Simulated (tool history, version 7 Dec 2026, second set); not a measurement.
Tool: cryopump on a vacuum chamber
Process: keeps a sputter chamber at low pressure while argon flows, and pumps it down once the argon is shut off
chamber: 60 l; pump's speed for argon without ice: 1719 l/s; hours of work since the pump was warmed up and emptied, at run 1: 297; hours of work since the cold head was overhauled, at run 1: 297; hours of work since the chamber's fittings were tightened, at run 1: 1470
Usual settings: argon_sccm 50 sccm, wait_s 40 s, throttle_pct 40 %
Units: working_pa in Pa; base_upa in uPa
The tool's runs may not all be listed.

run    hour  argon_sccm  wait_s  throttle_pct  hours of work since the pump was warmed up and emptied  hours of work since the cold head was overhauled  hours of work since the chamber's fittings were tightened  working_pa  base_upa
  1       0          50      40            40                                                     297                                               297                                                       1470      0.1285      1.76
  2      67          50      40            40                                                     336                                               336                                                       1509      0.1286       1.8
  3   127.4          50      40            40                                                     372                                               372                                                       1545      0.1275      1.88
  4   168.9          50      40            40                                                     396                                               396                                                       1569      0.1297      1.88
  5   229.5          50      40            40                                                     432                                               432                                                       1605      0.1293      1.85
  6   294.7          50      40            40                                                     471                                               471                                                       1643      0.1317      1.98
  7     346          50      40            40                                                     501                                               501                                                       1673        0.13      1.94
  8   408.2          50      40            40                                                     537                                               537                                                       1710      0.1315      1.95
  9   443.3          50      57            40                                                     558                                               558                                                       1731      0.1315      1.67
 10     488          50      57            40                                                     584                                               584                                                       1757      0.1319      1.67
 11   542.3          50      40            40                                                     616                                               616                                                       1789      0.1326         2
 12   607.8          50      40            40                                                     655                                               655                                                       1828      0.1322      2.09
 13   635.8          50      40            40                                                     672                                               672                                                       1844      0.1341      2.09
 14   686.4          50      40            40                                                     701                                               701                                                       1874       0.135      2.08
 15   717.7          50      40            40                                                     720                                               720                                                       1892      0.1332      2.12
 16   767.8          50      40            48                                                     749                                               749                                                       1922      0.1156      2.21
 17   813.1          50      40            48                                                     776                                               776                                                       1949      0.1154      2.18
      855.9  -- pump warmed up, emptied and cooled again
 18   856.1          67     166            40                                                       0                                               798                                                       1971      0.1661       1.2
 19   892.5          67      58            34                                                      22                                               820                                                       1992      0.1942      1.59
 20     941          50     136            40                                                      50                                               848                                                       2021       0.124       1.3
 21     992          70      93            35                                                      80                                               878                                                       2051      0.2006      1.42
 22  1028.1          44      34            21                                                     101                                               900                                                       2072      0.2066      2.19

Forecast run 23:
 23  1059.5          44      34            21                                                     120                                               918                                                       2091           ?         ?

{"run 23": {"working_pa": 0.2091, "base_upa": 2.19}}
Without the tool's hidden state the same run would have given working_pa 0.2071 Pa, base_upa 1.35 uPa.
